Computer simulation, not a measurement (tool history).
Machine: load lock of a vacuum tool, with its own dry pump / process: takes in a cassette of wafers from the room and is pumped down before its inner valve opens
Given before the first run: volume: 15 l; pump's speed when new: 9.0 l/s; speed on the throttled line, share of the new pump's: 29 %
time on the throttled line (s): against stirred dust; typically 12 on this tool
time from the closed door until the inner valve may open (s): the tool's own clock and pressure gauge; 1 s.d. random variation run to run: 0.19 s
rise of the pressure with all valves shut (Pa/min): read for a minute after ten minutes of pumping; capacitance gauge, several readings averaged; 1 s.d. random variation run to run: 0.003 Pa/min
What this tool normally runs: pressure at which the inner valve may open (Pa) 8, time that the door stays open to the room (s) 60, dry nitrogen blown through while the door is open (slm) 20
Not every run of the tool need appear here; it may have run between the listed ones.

run     hour  time on the throttled line (s)  pressure at which the inner valve may open (Pa)  time that the door stays open to the room (s)  dry nitrogen blown through while the door is open (slm)  incoming humidity of the room's air, %  time from the closed door until the inner valve may open (s)  rise of the pressure with all valves shut (Pa/min)
  1        0                              12                                                8                                             60                                                       20                                    44.6                                                          24.4                                               0.042
  2    528.2                              12                                                8                                             60                                                        7                                      49                                                          24.4                                               0.076
  3    858.8                              12                                                8                                             60                                                        7                                    45.8                                                          24.2                                               0.071
  4     1206                              12                                                8                                             60                                                        7                                    44.6                                                          24.2                                               0.068
  5   1604.5                              12                                                8                                             60                                                        8                                    43.5                                                          24.1                                               0.068
  6   1925.8                              12                                                8                                             60                                                       11                                    43.8                                                          24.5                                               0.058
  7   2240.7                              12                                                8                                             60                                                       11                                    45.3                                                          24.3                                               0.055
  8   2738.9                              12                                                8                                             60                                                       11                                    45.5                                                          24.3                                               0.062
  9   3055.4                              12                                                8                                             60                                                       11                                    48.4                                                            24                                               0.062
 10   3296.7                              12                                                8                                            112                                                       20                                    44.5                                                          24.7                                               0.053
 11   3514.1                              12                                                8                                             60                                                       20                                      44                                                          24.3                                               0.042
        3700  -- dry pump taken out, an overhauled one fitted
 12   4027.3                              15                                                8                                             60                                                       20                                      45                                                          26.7                                               0.041
 13     4320                              15                                                8                                             60                                                       20                                    46.5                                                          26.5                                               0.044
 14   4617.9                              15                                                8                                             60                                                       20                                    41.3                                                          26.5                                               0.041
 15   5048.9                              15                                                8                                             60                                                       20                                    45.6                                                          26.7                                               0.041
 16   5506.8                              12                                                8                                             60                                                       33                                      45                                                          24.5                                               0.034
        5697  -- door's seal changed, seat wiped
 17   6036.1                              12                                                7                                             90                                                       20                                    43.1                                                          24.7                                               0.042
 18     6332                              12                                                6                                             59                                                       20                                    44.2                                                          24.5                                               0.039
 19   6546.8                              12                                                7                                             49                                                       20                                    41.5                                                          24.2                                               0.036
 20   7056.9                              18                                               14                                             44                                                       38                                    44.7                                                          27.7                                               0.031
 21   7270.4                              12                                               15                                             60                                                       20                                    45.7                                                          23.1                                               0.038
 22   7695.7                               8                                               15                                            136                                                       20                                    43.3                                                          20.2                                               0.051
 23   7982.9                               8                                                9                                             65                                                       20                                    44.4                                                          21.7                                               0.041
 24   8482.2                               6                                                7                                             60                                                       20                                    45.8                                                          20.5                                               0.038
 25   8933.3                               7                                               10                                             27                                                        9                                    43.7                                                          20.1                                               0.044
 26   9313.6                              11                                               13                                             69                                                       38                                    43.3                                                            23                                               0.032
 27   9708.2                              21                                                7                                             27                                                        9                                    40.1                                                          31.6                                               0.042
 28   9946.6                              10                                               14                                             27                                                        6                                      43                                                            22                                               0.059
 29  10187.3                              12                                                8                                            224                                                        9                                    43.1                                                          24.3                                               0.102

What if the next run were any one of these 3? Each begins from the tool's condition after run 29:
  A  10410.6                              12                                                8                                            153                                                       20                                    45.9                                                             ?                                                   ?
  B  10410.6                               8                                                8                                             60                                                       20                                    43.4                                                             ?                                                   ?
  C  10410.6                              17                                                8                                            212                                                        9                                    47.5                                                             ?                                                   ?

run  time from the closed door until the inner valve may open (s)  rise of the pressure with all valves shut (Pa/min)
  A                                                          24.3                                               0.058
  B                                                          21.3                                               0.038
  C                                                          27.7                                               0.105
Without the tool's unlogged condition, the same runs would have read:
run  time from the closed door until the inner valve may open (s)  rise of the pressure with all valves shut (Pa/min)
  A                                                          24.3                                               0.058
  B                                                          21.2                                               0.037
  C                                                          27.7                                               0.105
